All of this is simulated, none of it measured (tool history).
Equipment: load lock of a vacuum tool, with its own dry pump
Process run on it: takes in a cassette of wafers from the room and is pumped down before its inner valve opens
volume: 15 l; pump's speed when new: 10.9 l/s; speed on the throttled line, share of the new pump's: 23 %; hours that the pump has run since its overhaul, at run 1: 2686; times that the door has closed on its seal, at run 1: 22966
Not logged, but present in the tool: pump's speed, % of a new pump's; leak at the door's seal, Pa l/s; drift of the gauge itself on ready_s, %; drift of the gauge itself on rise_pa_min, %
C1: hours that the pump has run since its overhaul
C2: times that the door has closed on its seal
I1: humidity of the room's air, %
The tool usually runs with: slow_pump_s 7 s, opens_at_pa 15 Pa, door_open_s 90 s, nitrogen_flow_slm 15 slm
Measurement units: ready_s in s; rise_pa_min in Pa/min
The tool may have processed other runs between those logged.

{"run": 1, "day": 0.0, "slow_pump_s": 7, "opens_at_pa": 15, "door_open_s": 90, "nitrogen_flow_slm": 15, "C1": 2686, "C2": 22966, "I1": 43.8, "ready_s": 17.9, "rise_pa_min": 0.157}
{"run": 2, "day": 30.283, "slow_pump_s": 7, "opens_at_pa": 15, "door_open_s": 90, "nitrogen_flow_slm": 15, "C1": 3413, "C2": 25165, "I1": 43.2, "ready_s": 17.9, "rise_pa_min": 0.177}
{"run": 3, "day": 56.117, "slow_pump_s": 7, "opens_at_pa": 15, "door_open_s": 90, "nitrogen_flow_slm": 15, "C1": 4033, "C2": 27040, "I1": 43.7, "ready_s": 17.8, "rise_pa_min": 0.185}
{"run": 4, "day": 86.55, "slow_pump_s": 7, "opens_at_pa": 15, "door_open_s": 90, "nitrogen_flow_slm": 15, "C1": 4763, "C2": 29249, "I1": 47.1, "ready_s": 17.9, "rise_pa_min": 0.208}
{"run": 5, "day": 105.9, "slow_pump_s": 7, "opens_at_pa": 15, "door_open_s": 90, "nitrogen_flow_slm": 15, "C1": 5227, "C2": 30654, "I1": 44.2, "ready_s": 18.1, "rise_pa_min": 0.222}
{"run": 6, "day": 136.204, "slow_pump_s": 7, "opens_at_pa": 15, "door_open_s": 90, "nitrogen_flow_slm": 15, "C1": 5955, "C2": 32854, "I1": 48.2, "ready_s": 18.1, "rise_pa_min": 0.236}
{"run": 7, "day": 151.729, "slow_pump_s": 7, "opens_at_pa": 25, "door_open_s": 90, "nitrogen_flow_slm": 15, "C1": 6327, "C2": 33981, "I1": 42.8, "ready_s": 17.3, "rise_pa_min": 0.239}
{"run": 8, "day": 181.467, "slow_pump_s": 7, "opens_at_pa": 25, "door_open_s": 90, "nitrogen_flow_slm": 15, "C1": 7041, "C2": 36140, "I1": 46.8, "ready_s": 17.5, "rise_pa_min": 0.265}
{"run": 9, "day": 207.842, "slow_pump_s": 6, "opens_at_pa": 15, "door_open_s": 90, "nitrogen_flow_slm": 15, "C1": 7674, "C2": 38055, "I1": 45.6, "ready_s": 17.2, "rise_pa_min": 0.276}
{"run": 10, "day": 224.958, "slow_pump_s": 12, "opens_at_pa": 30, "door_open_s": 73, "nitrogen_flow_slm": 5, "C1": 8085, "C2": 39298, "I1": 45.2, "ready_s": 21.0, "rise_pa_min": 0.286}
{"run": 11, "day": 244.867, "slow_pump_s": 8, "opens_at_pa": 20, "door_open_s": 90, "nitrogen_flow_slm": 5, "C1": 8563, "C2": 40743, "I1": 48.5, "ready_s": 18.5, "rise_pa_min": 0.321}
{"run": 12, "day": 262.0, "slow_pump_s": 7, "opens_at_pa": 12, "door_open_s": 90, "nitrogen_flow_slm": 15, "C1": 8974, "C2": 41987, "I1": 44.8, "ready_s": 18.5, "rise_pa_min": 0.296}
{"run": 13, "day": 284.921, "slow_pump_s": 7, "opens_at_pa": 12, "door_open_s": 90, "nitrogen_flow_slm": 15, "C1": 9524, "C2": 43651, "I1": 42.6, "ready_s": 18.3, "rise_pa_min": 0.314}
{"run": 14, "day": 302.038, "slow_pump_s": 7, "opens_at_pa": 15, "door_open_s": 42, "nitrogen_flow_slm": 15, "C1": 9935, "C2": 44894, "I1": 46.4, "ready_s": 18.2, "rise_pa_min": 0.316}

Alternative continuations, all from the tool just after run 14; predict every row:
{"run": "A", "day": 322.675, "slow_pump_s": 7, "opens_at_pa": 27, "door_open_s": 211, "nitrogen_flow_slm": 15, "C1": 10430, "C2": 46392, "I1": 45.8, "ready_s": "?", "rise_pa_min": "?"}
{"run": "B", "day": 322.675, "slow_pump_s": 13, "opens_at_pa": 15, "door_open_s": 48, "nitrogen_flow_slm": 15, "C1": 10430, "C2": 46392, "I1": 42.8, "ready_s": "?", "rise_pa_min": "?"}
{"run": "C", "day": 322.675, "slow_pump_s": 7, "opens_at_pa": 15, "door_open_s": 95, "nitrogen_flow_slm": 20, "C1": 10430, "C2": 46392, "I1": 43.5, "ready_s": "?", "rise_pa_min": "?"}
{"run": "D", "day": 322.675, "slow_pump_s": 7, "opens_at_pa": 17, "door_open_s": 90, "nitrogen_flow_slm": 15, "C1": 10430, "C2": 46392, "I1": 44.7, "ready_s": "?", "rise_pa_min": "?"}
{"run": "E", "day": 322.675, "slow_pump_s": 8, "opens_at_pa": 15, "door_open_s": 90, "nitrogen_flow_slm": 19, "C1": 10430, "C2": 46392, "I1": 45.5, "ready_s": "?", "rise_pa_min": "?"}

run=A ready_s=17.5 rise_pa_min=0.383
run=B ready_s=22.9 rise_pa_min=0.338
run=C ready_s=18.5 rise_pa_min=0.344
run=D ready_s=18.3 rise_pa_min=0.348
run=E ready_s=19.2 rise_pa_min=0.346
Had the tool no hidden state, the same runs would have come out as:
run=A ready_s=16.8 rise_pa_min=0.087
run=B ready_s=22.2 rise_pa_min=0.043
run=C ready_s=17.7 rise_pa_min=0.050
run=D ready_s=17.5 rise_pa_min=0.059
run=E ready_s=18.4 rise_pa_min=0.050
